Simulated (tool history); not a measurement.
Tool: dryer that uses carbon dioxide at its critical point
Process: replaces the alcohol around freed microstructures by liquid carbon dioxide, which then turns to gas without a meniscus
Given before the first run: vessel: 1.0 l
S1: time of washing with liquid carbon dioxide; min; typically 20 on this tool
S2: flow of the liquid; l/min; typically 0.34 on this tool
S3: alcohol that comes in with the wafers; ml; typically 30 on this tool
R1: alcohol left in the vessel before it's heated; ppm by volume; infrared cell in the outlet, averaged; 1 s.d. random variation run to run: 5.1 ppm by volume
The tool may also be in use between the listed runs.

run 1 hour=0 | S1=20 S2=0.34 S3=30 | R1=125
run 2 hour=32.7 | S1=20 S2=0.223 S3=30 | R1=615
run 3 hour=51 | S1=20 S2=0.223 S3=30 | R1=645
run 4 hour=81.8 | S1=20 S2=0.34 S3=30 | R1=131
run 5 hour=98.7 | S1=20 S2=0.34 S3=30 | R1=135
run 6 hour=118.5 | S1=20 S2=0.34 S3=61 | R1=213
run 7 hour=138.8 | S1=20 S2=0.34 S3=31 | R1=146
run 8 hour=159.2 | S1=24 S2=0.34 S3=30 | R1=92
run 9 hour=185.2 | S1=20 S2=0.34 S3=66 | R1=244
run 10 hour=207.5 | S1=20 S2=0.34 S3=30 | R1=148
run 11 hour=237.6 | S1=20 S2=0.34 S3=30 | R1=151
run 12 hour=252.1 | S1=20 S2=0.256 S3=30 | R1=465
run 13 hour=272.9 | S1=18 S2=0.363 S3=26 | R1=165
run 14 hour=298.6 | S1=18 S2=0.363 S3=26 | R1=189
run 15 hour=318.4 | S1=18 S2=0.403 S3=23 | R1=124
run 16 hour=335.7 | S1=22 S2=0.403 S3=23 | R1=100
run 17 hour=369.7 | S1=22 S2=0.267 S3=44 | R1=435
run 18 hour=386.7 | S1=20 S2=0.34 S3=100 | R1=456
run 19 hour=407.8 | S1=29 S2=0.492 S3=95 | R1=80
run 20 hour=439 | S1=28 S2=0.34 S3=33 | R1=94
run 21 hour=472 | S1=24 S2=0.242 S3=59 | R1=687
-- hour=482.3 inlet filter changed
run 22 hour=493.4 | S1=20 S2=0.34 S3=20 | R1=116
run 23 hour=518.3 | S1=14 S2=0.563 S3=55 | R1=111

Run by run, hidden condition taken away, random variation retained:
Hidden state present: flow that reaches the vessel past the clogged filter, %; alcohol in the recycled carbon dioxide, ppm; drift of the gauge itself on alcohol_ppm, %.
run=1 R1=64
run=2 R1=485
run=3 R1=501
run=4 R1=59
run=5 R1=60
run=6 R1=110
run=7 R1=60
run=8 R1=22
run=9 R1=115
run=10 R1=52
run=11 R1=49
run=12 R1=260
run=13 R1=55
run=14 R1=72
run=15 R1=30
run=16 R1=20
run=17 R1=188
run=18 R1=170
run=19 R1=5
run=20 R1=8
run=21 R1=274
run=22 R1=33
run=23 R1=29
